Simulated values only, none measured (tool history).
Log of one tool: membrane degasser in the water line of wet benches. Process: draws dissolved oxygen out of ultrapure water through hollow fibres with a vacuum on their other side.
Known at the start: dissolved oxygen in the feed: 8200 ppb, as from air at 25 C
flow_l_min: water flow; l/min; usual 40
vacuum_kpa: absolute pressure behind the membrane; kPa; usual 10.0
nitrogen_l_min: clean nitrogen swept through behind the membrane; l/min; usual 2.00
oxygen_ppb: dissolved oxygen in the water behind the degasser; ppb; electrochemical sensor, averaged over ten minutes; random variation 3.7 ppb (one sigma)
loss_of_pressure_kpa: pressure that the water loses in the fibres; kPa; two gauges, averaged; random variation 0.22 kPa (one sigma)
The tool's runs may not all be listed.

run    hour  flow_l_min  vacuum_kpa  nitrogen_l_min  oxygen_ppb  loss_of_pressure_kpa
  1     0.0          40        10.0            2.00       373.8                 53.65
  2    79.5          40        10.0            2.00       367.0                 53.67
  3   206.3          40        10.0            2.00       374.9                 53.88
  4   307.0          27        10.0            2.00       228.4                 36.71
  5   407.1          27        10.0            2.00       223.9                 36.96
  6   560.6          40        10.0            2.00       374.5                 54.47
  7   675.4          40        10.0            2.00       372.9                 55.00
  8   799.2          40         7.1            2.00       252.8                 54.84
  9   879.7          40         7.1            2.00       249.4                 55.19
 10  1017.8          55         8.2            1.04       660.1                 75.86
 11  1141.9          40         7.4            1.12       373.6                 55.10

Run 12 comes next. What will it give?
 12  1241.0          32        13.4            5.60           ?                     ?

Run 12 gave oxygen_ppb 177.2 ppb, loss_of_pressure_kpa 44.29 kPa.
Without the tool's hidden state the same run would have given oxygen_ppb 177.1 ppb, loss_of_pressure_kpa 43.12 kPa.

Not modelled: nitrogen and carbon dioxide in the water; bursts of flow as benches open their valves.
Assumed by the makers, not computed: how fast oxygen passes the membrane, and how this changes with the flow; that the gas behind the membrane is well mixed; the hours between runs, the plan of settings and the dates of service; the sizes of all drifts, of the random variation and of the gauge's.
